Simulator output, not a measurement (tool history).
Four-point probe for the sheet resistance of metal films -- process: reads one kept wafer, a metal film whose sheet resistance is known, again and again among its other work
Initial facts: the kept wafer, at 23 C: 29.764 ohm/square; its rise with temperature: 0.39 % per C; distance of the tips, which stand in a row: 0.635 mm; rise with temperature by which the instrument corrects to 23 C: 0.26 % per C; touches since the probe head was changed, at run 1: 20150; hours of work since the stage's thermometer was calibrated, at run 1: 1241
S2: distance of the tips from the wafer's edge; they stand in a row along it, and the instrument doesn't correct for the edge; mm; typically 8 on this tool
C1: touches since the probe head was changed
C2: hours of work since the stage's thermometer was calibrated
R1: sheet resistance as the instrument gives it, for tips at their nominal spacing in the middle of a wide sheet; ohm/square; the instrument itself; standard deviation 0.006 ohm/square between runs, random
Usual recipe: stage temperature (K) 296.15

Run 1, day 0.000: usual settings; C1 20150; C2 1241. Result: R1 29.868914 ohm/square.
Run 2, day 0.725: usual settings but stage temperature (K) 307.15; C1 21008; C2 1251. Result: R1 30.287902 ohm/square.
Run 3, day 1.392: usual settings but stage temperature (K) 307.15, S2 22 mm; C1 21803; C2 1261. Result: R1 30.203255 ohm/square.
Run 4, day 1.896: usual settings but stage temperature (K) 307.15, S2 22 mm; C1 22400; C2 1268. Result: R1 30.196684 ohm/square.
Run 5, day 2.525: usual settings; C1 23150; C2 1277. Result: R1 29.859825 ohm/square.
Run 6, day 3.438: usual settings but S2 71 mm; C1 24234; C2 1290. Result: R1 29.770034 ohm/square.
Run 7, day 4.100: usual settings; C1 25019; C2 1299. Result: R1 29.867071 ohm/square.
Run 8, day 4.954: usual settings; C1 26036; C2 1311. Result: R1 29.867554 ohm/square.
Run 9, day 5.450: usual settings but S2 4 mm; C1 26621; C2 1318. Result: R1 30.164377 ohm/square.
Run 10, day 5.958: usual settings but S2 4 mm; C1 27226; C2 1325. Result: R1 30.161946 ohm/square.
Run 11, day 6.817: usual settings but stage temperature (K) 292.15, S2 4 mm; C1 28245; C2 1338. Result: R1 30.003486 ohm/square.
Run 12, day 7.704: usual settings but stage temperature (K) 301.15; C1 29297; C2 1350. Result: R1 30.063866 ohm/square.
Run 13, day 8.542: usual settings but stage temperature (K) 301.15; C1 30293; C2 1362. Result: R1 30.074954 ohm/square.
Run 14, day 9.358: usual settings but stage temperature (K) 301.15; C1 31262; C2 1374. Result: R1 30.066566 ohm/square.
Run 15, day 10.338: usual settings but stage temperature (K) 301.15; C1 32426; C2 1387. Result: R1 30.053652 ohm/square.
Run 16, day 11.121: usual settings but stage temperature (K) 301.15; C1 33356; C2 1399. Result: R1 30.053363 ohm/square.
Run 17, day 11.683: usual settings but stage temperature (K) 301.15, S2 7 mm; C1 34026; C2 1407. Result: R1 30.092551 ohm/square.
Run 18, day 12.446: usual settings but stage temperature (K) 295.15; C1 34931; C2 1417. Result: R1 29.824995 ohm/square.
At day 13.204: stage's thermometer calibrated.
Run 19, day 13.371: usual settings but stage temperature (K) 295.15; C1 36003; C2 2. Result: R1 29.822128 ohm/square.
Run 20, day 13.979: usual settings but stage temperature (K) 295.15; C1 36725; C2 11. Result: R1 29.821435 ohm/square.
Run 21, day 14.575: usual settings but stage temperature (K) 295.15; C1 37435; C2 19. Result: R1 29.831448 ohm/square.
Run 22, day 15.138: usual settings but stage temperature (K) 301.15, S2 5 mm; C1 38104; C2 27. Result: R1 30.210138 ohm/square.
Run 23, day 15.867: usual settings but stage temperature (K) 301.15, S2 5 mm; C1 38970; C2 38. Result: R1 30.225505 ohm/square.
Run 24, day 16.304: usual settings but stage temperature (K) 302.15, S2 4 mm; C1 39485; C2 44. Result: R1 30.397175 ohm/square.
Run 25, day 16.725: usual settings but stage temperature (K) 293.15, S2 6 mm; C1 39985; C2 50. Result: R1 29.829346 ohm/square.
Run 26, day 17.279: usual settings but stage temperature (K) 302.15, S2 23 mm; C1 40645; C2 58. Result: R1 30.006411 ohm/square.
Run 27, day 17.958: usual settings but stage temperature (K) 302.15, S2 23 mm; C1 41454; C2 67. Result: R1 29.998738 ohm/square.
Run 28, day 18.838: usual settings but stage temperature (K) 302.15, S2 23 mm; C1 42495; C2 80. Result: R1 30.004357 ohm/square.
Run 29, day 19.550: usual settings but stage temperature (K) 302.15, S2 23 mm; C1 43341; C2 90. Result: R1 30.016885 ohm/square.
Run 30, day 20.492: usual settings but S2 5 mm; C1 44457; C2 103. Result: R1 30.023530 ohm/square.
Run 31, day 21.075: usual settings but stage temperature (K) 306.15, S2 23 mm; C1 45151; C2 111. Result: R1 30.156228 ohm/square.
Run 32, day 22.067: usual settings but stage temperature (K) 306.15, S2 23 mm; C1 46332; C2 126. Result: R1 30.152938 ohm/square.
Run 33, day 22.662: usual settings but stage temperature (K) 302.15, S2 19 mm; C1 47037; C2 134. Result: R1 30.018273 ohm/square.
Run 34, day 23.117: usual settings but stage temperature (K) 295.15, S2 35 mm; C1 47577; C2 140. Result: R1 29.729613 ohm/square.
Run 35, day 23.583: usual settings but stage temperature (K) 304.15, S2 48 mm; C1 48132; C2 147. Result: R1 30.078021 ohm/square.
Run 36, day 24.596: usual settings but stage temperature (K) 304.15, S2 19 mm; C1 49335; C2 161. Result: R1 30.083335 ohm/square.
Run 37, day 25.304: usual settings but stage temperature (K) 301.15; C1 50177; C2 171. Result: R1 30.052264 ohm/square.
Run 38, day 26.246: usual settings but stage temperature (K) 295.15, S2 66 mm; C1 51294; C2 185. Result: R1 29.722420 ohm/square.
Run 39, day 26.858: usual settings but stage temperature (K) 306.15, S2 56 mm; C1 52023; C2 193. Result: R1 30.133994 ohm/square.
Run 40, day 27.721: usual settings but stage temperature (K) 297.15, S2 56 mm; C1 53046; C2 206. Result: R1 29.808300 ohm/square.

Entry by entry between the runs, the difference in hidden state between the last listed run before and the first listed run after:
In the gap between runs 18 and 19: stage's thermometer calibrated (day 13.204)
  wafer's true temperature over the reading, C: 0.02 -> 0

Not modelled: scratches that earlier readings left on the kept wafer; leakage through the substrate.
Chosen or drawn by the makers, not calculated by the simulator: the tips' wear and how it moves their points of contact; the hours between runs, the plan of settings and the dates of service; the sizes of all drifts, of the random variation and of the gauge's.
